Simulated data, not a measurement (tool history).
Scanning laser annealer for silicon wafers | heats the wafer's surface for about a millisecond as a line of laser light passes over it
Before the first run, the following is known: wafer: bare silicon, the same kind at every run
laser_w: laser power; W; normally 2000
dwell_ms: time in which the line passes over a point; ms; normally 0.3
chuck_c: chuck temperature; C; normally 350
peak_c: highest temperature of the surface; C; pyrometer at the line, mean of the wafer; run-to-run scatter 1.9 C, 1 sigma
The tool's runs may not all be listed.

run  hour  laser_w  dwell_ms  chuck_c  peak_c
  1     0     2000       0.3      350    1135
  2   6.9     2000       0.3      350    1129
  3  14.8     2000       0.3      350    1133
  4  21.2     1957       0.3      350    1112
  5  29.4     1957       0.3      350    1110
  6    38     2000      0.34      350    1183
  7  42.6     2000      0.34      350    1184
  8  48.4     2000     0.298      350    1127
  9  54.8     1804     0.375      361    1131
 10  62.4     2111     0.223      340    1059
 11  66.4     2111      0.23      324    1050
 12  73.8     1944      0.23      341    1000
 13    82     1944      0.23      341     999
 14  91.2     2170     0.335      327    1242

What if the next run were any one of these 5? Each begins from the tool's condition after run 14:
  A  98.2     2000     0.379      350       ?
  B  98.2     1828      0.35      379       ?
  C  98.2     2000     0.214      348       ?
  D  98.2     1918     0.339      344       ?
  E  98.2     1778     0.231      334       ?

run  peak_c
  A    1230
  B    1135
  C    1003
  D    1127
  E     921
The same runs, with their run-to-run variation unchanged, on a tool lacking any hidden condition would have given:
run  peak_c
  A    1283
  B    1180
  C    1043
  D    1174
  E     956
